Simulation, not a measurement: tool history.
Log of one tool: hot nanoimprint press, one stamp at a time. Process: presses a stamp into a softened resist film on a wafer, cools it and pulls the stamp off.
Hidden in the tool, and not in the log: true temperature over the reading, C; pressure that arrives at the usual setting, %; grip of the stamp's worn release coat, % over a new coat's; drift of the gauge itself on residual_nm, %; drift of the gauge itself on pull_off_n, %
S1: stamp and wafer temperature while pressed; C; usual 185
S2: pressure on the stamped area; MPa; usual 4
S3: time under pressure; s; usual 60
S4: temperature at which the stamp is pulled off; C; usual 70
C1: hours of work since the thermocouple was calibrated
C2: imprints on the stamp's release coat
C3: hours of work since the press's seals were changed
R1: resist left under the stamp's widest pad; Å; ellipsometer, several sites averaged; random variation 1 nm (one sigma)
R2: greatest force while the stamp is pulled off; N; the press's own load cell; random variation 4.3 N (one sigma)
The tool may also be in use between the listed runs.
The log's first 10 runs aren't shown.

Run 11, day 13.758: usual settings but S2 2.67 MPa; C1 196; C2 967; C3 376. Result: R1 2061 Å, R2 281 N.
Run 12, day 15.083: usual settings but S2 2.67 MPa; C1 222; C2 1067; C3 401. Result: R1 2045 Å, R2 294 N.
Run 13, day 15.971: usual settings but S4 55 C; C1 238; C2 1133; C3 418. Result: R1 1722 Å, R2 362 N.
Run 14, day 17.375: usual settings; C1 265; C2 1239; C3 444. Result: R1 1708 Å, R2 296 N.
Run 15, day 18.246: usual settings but S2 3.44 MPa; C1 282; C2 1305; C3 461. Result: R1 1844 Å, R2 305 N.
Run 16, day 19.025: usual settings but S2 3.44 MPa; C1 296; C2 1364; C3 476. Result: R1 1831 Å, R2 313 N.
Run 17, day 20.196: usual settings but S1 186 C, S2 5.89 MPa, S4 74 C; C1 319; C2 1452; C3 498. Result: R1 1373 Å, R2 301 N.
At day 21.562: press's hydraulic seals changed and the load cell set to zero.
Run 18, day 22.021: usual settings but S1 186 C, S2 5.89 MPa, S4 74 C; C1 347; C2 1565; C3 9. Result: R1 1329 Å, R2 307 N.
Run 19, day 23.5: usual settings but S2 5.83 MPa, S4 56 C; C1 375; C2 1676; C3 37. Result: R1 1376 Å, R2 402 N.
Run 20, day 24.458: usual settings; C1 393; C2 1748; C3 55. Result: R1 1695 Å, R2 333 N.
At day 25.062: plate thermocouple calibrated.
Run 21, day 25.988: usual settings; C1 18; C2 1854; C3 82. Result: R1 1740 Å, R2 348 N.
Run 22, day 26.721: usual settings but S1 187 C, S2 3.56 MPa, S3 52 s, S4 68 C; C1 31; C2 1909; C3 95. Result: R1 1807 Å, R2 375 N.
Run 23, day 27.4: usual settings but S1 176 C, S2 3.56 MPa, S3 34 s, S4 66 C; C1 44; C2 1961; C3 108. Result: R1 2541 Å, R2 383 N.
Run 24, day 28.267: usual settings but S1 176 C, S2 3.56 MPa, S3 34 s, S4 66 C; C1 61; C2 2026; C3 125. Result: R1 2542 Å, R2 396 N.
Run 25, day 29.654: usual settings but S2 5.68 MPa, S3 55 s, S4 75 C; C1 87; C2 2131; C3 151. Result: R1 1497 Å, R2 368 N.
Run 26, day 30.65: usual settings but S1 197 C, S3 70 s; C1 106; C2 2206; C3 170. Result: R1 1116 Å, R2 383 N.
Run 27, day 31.446: usual settings but S1 197 C, S3 105 s, S4 58 C; C1 121; C2 2266; C3 185. Result: R1 955 Å, R2 475 N.
At day 31.8: stamp cleaned and given a new release coat.
Run 28, day 33.012: usual settings but S1 197 C, S3 105 s, S4 58 C; C1 146; C2 91; C3 210. Result: R1 956 Å, R2 251 N.
Run 29, day 33.792: usual settings but S1 193 C, S2 3.47 MPa; C1 161; C2 150; C3 225. Result: R1 1416 Å, R2 219 N.
Run 30, day 34.767: usual settings but S1 193 C, S2 3.47 MPa, S3 50 s; C1 179; C2 224; C3 243. Result: R1 1506 Å, R2 219 N.
Run 31, day 35.479: usual settings but S2 5.88 MPa, S3 74 s; C1 193; C2 277; C3 257. Result: R1 1317 Å, R2 221 N.

3 ways to go on from here, each from the tool as it stands after run 31. What would each give?
Run A, day 36.788: usual settings but S2 4.85 MPa; C1 218; C2 376; C3 282. Result: R1 ?, R2 ?.
Run B, day 36.788: usual settings but S1 178 C, S2 5.88 MPa, S3 74 s, S4 69 C; C1 218; C2 376; C3 282. Result: R1 ?, R2 ?.
Run C, day 36.788: usual settings but S2 5.88 MPa, S3 38 s, S4 56 C; C1 218; C2 376; C3 282. Result: R1 ?, R2 ?.

run    R1   R2
  A  1568  232
  B  1711  230
  C  1638  283
Without the tool's hidden state the same runs would have given:
run    R1   R2
  A  1599  208
  B  1744  205
  C  1665  252
